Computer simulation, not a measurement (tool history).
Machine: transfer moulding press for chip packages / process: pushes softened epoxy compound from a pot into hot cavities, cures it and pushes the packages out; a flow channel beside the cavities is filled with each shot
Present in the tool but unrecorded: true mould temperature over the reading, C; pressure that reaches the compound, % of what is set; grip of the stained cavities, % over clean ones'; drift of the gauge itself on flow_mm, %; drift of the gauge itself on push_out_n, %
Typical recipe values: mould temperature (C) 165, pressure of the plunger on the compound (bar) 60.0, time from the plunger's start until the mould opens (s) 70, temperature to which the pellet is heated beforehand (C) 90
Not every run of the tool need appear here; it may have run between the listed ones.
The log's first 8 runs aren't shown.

| run | hour | mould temperature (C) | pressure of the plunger on the compound (bar) | time from the plunger's start until the mould opens (s) | temperature to which the pellet is heated beforehand (C) | hours of work since the mould's thermocouples were calibrated | shots since the plunger's rings were changed | shots since the cavities were cleaned | incoming compound's hours out of the cold store | length that the compound runs in the flow channel (mm) | greatest force on the pins that push the packages out (N) |
|---|---|---|---|---|---|---|---|---|---|---|---|
|  | 63.5 | cavities cleaned with cleaning compound and waxed |
| 9 | 67.6 | 165 | 60.0 | 70 | 90 | 239 | 1995 | 54 | 45.6 | 505 | 664 |
| 10 | 76.2 | 165 | 60.0 | 70 | 90 | 244 | 2107 | 166 | 8.0 | 633 | 719 |
| 11 | 80.8 | 165 | 60.0 | 70 | 90 | 246 | 2167 | 226 | 24.3 | 560 | 660 |
| 12 | 87.5 | 165 | 60.0 | 70 | 90 | 250 | 2255 | 314 | 28.3 | 553 | 685 |
| 13 | 92.0 | 165 | 60.0 | 70 | 81 | 253 | 2315 | 374 | 40.3 | 511 | 656 |
| 14 | 100.6 | 165 | 60.0 | 70 | 81 | 258 | 2427 | 486 | 22.2 | 576 | 688 |
| 15 | 108.0 | 167 | 60.0 | 70 | 90 | 262 | 2525 | 584 | 22.0 | 559 | 562 |
|  | 110.7 | cavities cleaned with cleaning compound and waxed, once more |
| 16 | 119.4 | 165 | 47.5 | 91 | 85 | 268 | 2655 | 114 | 43.6 | 450 | 272 |
| 17 | 127.6 | 165 | 74.9 | 70 | 85 | 273 | 2762 | 221 | 10.7 | 684 | 482 |
| 18 | 135.0 | 164 | 56.7 | 57 | 100 | 277 | 2860 | 319 | 25.1 | 536 | 798 |
| 19 | 143.9 | 164 | 56.7 | 57 | 100 | 282 | 2976 | 435 | 33.0 | 509 | 776 |
| 20 | 152.8 | 169 | 63.4 | 70 | 90 | 287 | 3093 | 552 | 11.3 | 607 | 461 |
| 21 | 158.0 | 170 | 51.5 | 57 | 88 | 290 | 3162 | 621 | 31.7 | 491 | 620 |
| 22 | 162.5 | 165 | 48.1 | 59 | 93 | 293 | 3221 | 680 | 24.0 | 498 | 813 |
| 23 | 170.8 | 165 | 48.1 | 59 | 93 | 298 | 3331 | 790 | 46.2 | 435 | 765 |
| 24 | 175.6 | 169 | 55.6 | 58 | 84 | 300 | 3394 | 853 | 12.9 | 565 | 742 |
| 25 | 182.2 | 169 | 55.6 | 58 | 84 | 304 | 3480 | 939 | 42.5 | 463 | 662 |
| 26 | 186.7 | 170 | 62.3 | 51 | 94 | 307 | 3539 | 998 | 27.6 | 541 | 873 |
| 27 | 191.1 | 170 | 62.3 | 51 | 94 | 309 | 3597 | 1056 | 31.4 | 522 | 852 |
| 28 | 198.1 | 170 | 62.3 | 51 | 94 | 313 | 3688 | 1147 | 37.0 | 503 | 883 |
|  | 201.4 | cavities cleaned with cleaning compound and waxed |
| 29 | 204.4 | 159 | 60.0 | 75 | 90 | 316 | 3752 | 39 | 23.1 | 569 | 475 |
| 30 | 215.0 | 169 | 60.0 | 68 | 90 | 322 | 3891 | 178 | 20.6 | 554 | 367 |

What if the next run were any one of these 3? Each begins from the tool's condition after run 30:
| A | 223.1 | 169 | 61.3 | 68 | 81 | 327 | 3998 | 285 | 33.4 | ? | ? |
| B | 223.1 | 165 | 49.8 | 84 | 82 | 327 | 3998 | 285 | 35.7 | ? | ? |
| C | 223.1 | 165 | 69.8 | 70 | 94 | 327 | 3998 | 285 | 41.2 | ? | ? |

| run | length that the compound runs in the flow channel (mm) | greatest force on the pins that push the packages out (N) |
|---|---|---|
| A | 513 | 395 |
| B | 468 | 357 |
| C | 534 | 435 |
With no hidden state in the tool, these same runs would have given:
| run | length that the compound runs in the flow channel (mm) | greatest force on the pins that push the packages out (N) |
|---|---|---|
| A | 559 | 279 |
| B | 510 | 248 |
| C | 582 | 305 |
